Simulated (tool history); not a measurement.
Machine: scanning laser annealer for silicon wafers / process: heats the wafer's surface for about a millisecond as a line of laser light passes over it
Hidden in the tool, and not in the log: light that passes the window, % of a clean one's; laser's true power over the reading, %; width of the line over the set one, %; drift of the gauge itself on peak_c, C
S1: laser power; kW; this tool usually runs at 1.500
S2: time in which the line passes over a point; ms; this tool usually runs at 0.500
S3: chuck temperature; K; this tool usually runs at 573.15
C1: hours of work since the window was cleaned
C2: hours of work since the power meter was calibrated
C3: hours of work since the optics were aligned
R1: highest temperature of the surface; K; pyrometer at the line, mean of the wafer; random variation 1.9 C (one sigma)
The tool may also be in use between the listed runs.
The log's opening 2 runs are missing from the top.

{"run": 3, "day": 0.629, "S1": 1.5, "S2": 0.5, "S3": 573.15, "C1": 373, "C2": 145, "C3": 32, "R1": 1370.15}
{"run": 4, "day": 0.988, "S1": 1.5, "S2": 0.4, "S3": 573.15, "C1": 379, "C2": 152, "C3": 39, "R1": 1288.15}
{"run": 5, "day": 1.242, "S1": 1.5, "S2": 0.5, "S3": 573.15, "C1": 384, "C2": 156, "C3": 43, "R1": 1370.15}
{"run": 6, "day": 1.558, "S1": 1.5, "S2": 0.5, "S3": 573.15, "C1": 390, "C2": 162, "C3": 49, "R1": 1370.15}
{"run": 7, "day": 1.846, "S1": 1.5, "S2": 0.5, "S3": 586.15, "C1": 395, "C2": 168, "C3": 55, "R1": 1380.15}
{"run": 8, "day": 2.171, "S1": 1.5, "S2": 0.5, "S3": 573.15, "C1": 401, "C2": 174, "C3": 61, "R1": 1364.15}
{"run": 9, "day": 2.425, "S1": 1.5, "S2": 0.5, "S3": 573.15, "C1": 406, "C2": 179, "C3": 66, "R1": 1367.15}
{"run": 10, "day": 2.717, "S1": 1.5, "S2": 0.519, "S3": 573.15, "C1": 412, "C2": 184, "C3": 71, "R1": 1380.15}
{"run": 11, "day": 2.892, "S1": 1.5, "S2": 0.426, "S3": 573.15, "C1": 415, "C2": 187, "C3": 74, "R1": 1308.15}
{"run": 12, "day": 3.238, "S1": 1.5, "S2": 0.5, "S3": 594.15, "C1": 421, "C2": 194, "C3": 81, "R1": 1386.15}
{"run": 13, "day": 3.538, "S1": 1.5, "S2": 0.557, "S3": 594.15, "C1": 427, "C2": 199, "C3": 86, "R1": 1427.15}
{"run": 14, "day": 3.783, "S1": 1.5, "S2": 0.557, "S3": 594.15, "C1": 432, "C2": 204, "C3": 91, "R1": 1426.15}
{"run": 15, "day": 4.121, "S1": 1.5, "S2": 0.557, "S3": 594.15, "C1": 438, "C2": 210, "C3": 97, "R1": 1424.15}
{"run": 16, "day": 4.475, "S1": 1.431, "S2": 0.5, "S3": 573.15, "C1": 445, "C2": 217, "C3": 104, "R1": 1315.15}
{"run": 17, "day": 4.846, "S1": 1.431, "S2": 0.5, "S3": 573.15, "C1": 452, "C2": 224, "C3": 111, "R1": 1315.15}
{"run": 18, "day": 5.012, "S1": 1.356, "S2": 0.5, "S3": 554.15, "C1": 455, "C2": 227, "C3": 114, "R1": 1249.15}
{"run": 19, "day": 5.183, "S1": 1.356, "S2": 0.5, "S3": 554.15, "C1": 458, "C2": 230, "C3": 117, "R1": 1248.15}

Run 20, settings as shown, results not yet in. Your forecast:
{"run": 20, "day": 5.338, "S1": 1.356, "S2": 0.5, "S3": 554.15, "C1": 461, "C2": 233, "C3": 120, "R1": "?"}

{"run 20": {"R1": 1247.15}}
Without the tool's hidden state the same run would have given R1 1302.15 K.

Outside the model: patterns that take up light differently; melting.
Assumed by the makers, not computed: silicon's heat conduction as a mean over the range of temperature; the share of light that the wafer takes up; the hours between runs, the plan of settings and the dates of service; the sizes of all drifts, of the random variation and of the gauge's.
